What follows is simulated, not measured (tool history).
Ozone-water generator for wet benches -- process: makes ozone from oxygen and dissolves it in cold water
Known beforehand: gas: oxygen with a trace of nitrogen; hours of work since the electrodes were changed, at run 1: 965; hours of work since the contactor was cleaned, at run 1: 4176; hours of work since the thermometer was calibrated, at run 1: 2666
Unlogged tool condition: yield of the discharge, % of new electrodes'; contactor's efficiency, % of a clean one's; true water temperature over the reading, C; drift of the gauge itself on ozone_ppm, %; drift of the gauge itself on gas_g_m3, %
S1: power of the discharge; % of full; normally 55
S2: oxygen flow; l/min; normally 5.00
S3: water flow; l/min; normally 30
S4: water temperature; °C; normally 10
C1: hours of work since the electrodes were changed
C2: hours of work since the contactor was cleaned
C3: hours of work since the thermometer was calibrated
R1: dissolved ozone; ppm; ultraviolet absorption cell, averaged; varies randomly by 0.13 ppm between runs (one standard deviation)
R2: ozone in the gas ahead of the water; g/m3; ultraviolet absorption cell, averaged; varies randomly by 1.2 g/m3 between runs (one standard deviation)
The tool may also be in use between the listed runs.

run	hour	S1	S2	S3	S4	C1	C2	C3	R1	R2
1	0.0	55	5.00	30	10	965	4176	2666	15.2	208.0
2	77.6	55	5.00	30	10	1026	4237	2728	15.0	208.3
3	138.1	55	5.00	30	10	1074	4285	2775	15.0	209.2
4	231.0	55	5.00	30	10	1147	4358	2849	15.0	207.6
5	280.8	55	5.00	30	10	1186	4398	2888	15.0	209.8
6	360.6	55	5.00	30	10	1249	4461	2951	15.1	211.6
7	419.5	55	2.86	30	10	1296	4507	2998	11.7	253.1
8	496.4	55	5.00	30	11	1357	4568	3059	14.9	212.3
9	553.6	55	5.00	28	10	1402	4613	3104	16.3	211.5
10	611.2	55	8.04	30	10	1447	4659	3149	17.7	183.6
11	696.5	55	8.04	30	10	1515	4726	3217	17.7	183.5
12	746.0	55	8.04	30	10	1554	4765	3256	17.7	180.7
13	792.0	55	8.04	30	10	1590	4802	3292	17.7	183.9
# hour 866.7: gauge calibrated
14	867.1	55	8.04	30	10	1650	4861	3351	17.6	176.5
15	907.2	55	5.00	30	10	1681	4893	3383	15.3	208.1
16	983.8	55	5.00	30	10	1742	4953	3444	15.1	208.5
17	1035.3	55	5.00	30	10	1783	4994	3484	15.1	207.2
18	1088.2	55	8.86	30	10	1824	5036	3526	18.3	174.0
19	1159.8	55	8.86	30	10	1881	5092	3583	18.3	175.6
20	1223.8	44	8.86	41	6	1931	5143	3633	12.1	153.7
21	1289.2	44	8.86	41	6	1983	5194	3685	11.9	152.8
22	1345.5	55	4.21	30	7	2028	5239	3729	14.3	223.5
23	1427.3	55	4.21	30	7	2092	5304	3794	14.5	223.5
24	1477.7	64	6.22	35	10	2132	5343	3834	15.0	215.1
25	1531.1	64	6.22	35	10	2174	5386	3876	15.0	217.5
26	1588.2	63	6.22	31	9	2219	5431	3921	17.2	214.6
27	1650.0	63	6.22	31	9	2268	5479	3970	17.1	218.6
28	1729.2	59	2.61	29	8	2331	5542	4032	12.2	276.7
29	1772.5	49	6.44	29	8	2365	5576	4067	16.4	182.9
30	1860.7	49	6.44	29	8	2435	5646	4136	16.2	184.8
31	1934.2	96	6.44	22	8	2493	5704	4194	33.0	275.1

For some of the steps in R2 from one run to the next: how much would appear even if the tool had no hidden state, given the settings, what came in and random variation, and how much remains for the hidden state plus any gauge scatter that the measured result and the result without hidden state don't share?
Run 13 -> 14: gauge calibrated. R2 -7.4 g/m3: hidden state -4.7, all else -2.7.
Run 21 -> 22: S1 44 -> 55, S2 8.86 -> 4.21, S3 41 -> 30, S4 6 -> 7. R2 +70.7 g/m3: hidden state +1.3, all else +69.4.
Run 28 -> 29: S1 59 -> 49, S2 2.61 -> 6.44. R2 -93.8 g/m3: hidden state -2.3, all else -91.5.
Run 30 -> 31: S1 49 -> 96, S3 29 -> 22. R2 +90.3 g/m3: hidden state +3.4, all else +86.9.
